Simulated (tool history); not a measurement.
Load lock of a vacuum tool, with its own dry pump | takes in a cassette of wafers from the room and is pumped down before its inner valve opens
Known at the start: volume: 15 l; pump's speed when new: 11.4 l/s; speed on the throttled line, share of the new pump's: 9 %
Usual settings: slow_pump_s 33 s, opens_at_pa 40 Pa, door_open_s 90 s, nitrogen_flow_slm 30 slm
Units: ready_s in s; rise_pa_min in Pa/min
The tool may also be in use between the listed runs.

run,hour,slow_pump_s,opens_at_pa,door_open_s,nitrogen_flow_slm,"incoming humidity of the room's air, %",ready_s,rise_pa_min
1,0.0,33,40,90,30,47.0,40.5,0.179
2,258.4,33,40,90,30,48.6,40.6,0.185
3,616.2,33,40,90,30,43.3,40.4,0.182
4,991.4,33,40,90,30,45.9,40.5,0.189
5,1459.1,33,40,90,30,46.2,40.5,0.209
6,1654.8,33,40,90,30,41.6,40.5,0.198
7,1967.8,33,40,90,30,44.4,40.6,0.208
8,2389.5,33,40,90,30,46.7,41.0,0.209
9,2801.6,33,50,90,30,45.8,40.4,0.220
10,3154.1,41,40,90,30,45.9,48.2,0.231
11,3425.5,41,40,90,30,44.5,48.0,0.231
12,3896.5,22,34,41,18,45.8,30.9,0.226
13,4275.1,51,34,40,7,45.6,57.4,0.247
14,4582.2,22,34,40,22,45.3,31.4,0.227
15,4797.9,33,31,152,19,42.9,41.1,0.283
16,5182.7,60,71,129,19,46.8,64.7,0.291

Measured less the same run without the tool's hidden state. The same run-to-run variation is in both; the gauge's scatter may not be:
The hidden state here: pump's speed, % of a new pump's; leak at the door's seal, Pa l/s; drift of the gauge itself on ready_s, %; drift of the gauge itself on rise_pa_min, %.
run,ready_s,rise_pa_min
1,+0.0,+0.116
2,+0.1,+0.118
3,+0.1,+0.126
4,+0.1,+0.129
5,+0.2,+0.136
6,+0.2,+0.139
7,+0.2,+0.144
8,+0.2,+0.150
9,+0.3,+0.157
10,+0.3,+0.162
11,+0.3,+0.168
12,+0.4,+0.172
13,+0.3,+0.180
14,+0.6,+0.180
15,+0.5,+0.185
16,+0.3,+0.193
